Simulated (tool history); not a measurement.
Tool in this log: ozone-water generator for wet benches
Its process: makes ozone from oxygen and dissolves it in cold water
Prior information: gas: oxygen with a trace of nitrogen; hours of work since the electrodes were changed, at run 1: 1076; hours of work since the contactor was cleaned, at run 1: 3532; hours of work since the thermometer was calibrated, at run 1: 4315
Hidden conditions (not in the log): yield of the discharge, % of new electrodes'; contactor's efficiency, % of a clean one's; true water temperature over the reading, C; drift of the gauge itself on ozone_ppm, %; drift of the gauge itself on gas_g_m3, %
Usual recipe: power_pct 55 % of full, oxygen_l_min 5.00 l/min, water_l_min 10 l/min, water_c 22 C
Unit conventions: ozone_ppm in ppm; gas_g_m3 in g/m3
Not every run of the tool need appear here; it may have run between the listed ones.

run   hour  power_pct  oxygen_l_min  water_l_min  water_c  hours of work since the electrodes were changed  hours of work since the contactor was cleaned  hours of work since the thermometer was calibrated  ozone_ppm  gas_g_m3
  1    0.0         55          5.00           10       22                                             1076                                           3532                                                4315       22.1     163.6
  2   32.3         55          5.00           10       22                                             1101                                           3557                                                4340       22.2     163.1
  3   78.5         55          5.00           10       22                                             1136                                           3592                                                4376       22.1     162.2
  4  126.3         55          5.00           10       22                                             1173                                           3629                                                4413       22.1     162.4
  5  151.6         55          5.00           10       22                                             1193                                           3649                                                4433       22.1     162.9
  6  191.4         55          5.00           10       22                                             1224                                           3680                                                4463       21.9     164.3
  7  223.1         55          5.00           10       22                                             1248                                           3704                                                4488       22.1     163.9
  8  243.5         55          5.00           10       22                                             1264                                           3720                                                4504       22.0     164.4
  9  279.4         55          5.00           10       22                                             1292                                           3747                                                4531       22.0     164.9
 10  308.0         55          8.02           10       22                                             1314                                           3770                                                4553       20.6     133.9
 11  336.4         55          8.02           10       22                                             1336                                           3792                                                4575       20.7     132.7

Run 12, settings as shown, results not yet in. Your forecast:
 12  359.0         55          5.00           10       17                                             1353                                           3809                                                4593          ?         ?

ozone_ppm: 24.3 ppm
gas_g_m3: 166.2 g/m3
If the tool had no hidden condition, the same run with the same run-to-run variation would have returned ozone_ppm 24.4 ppm, gas_g_m3 162.9 g/m3.
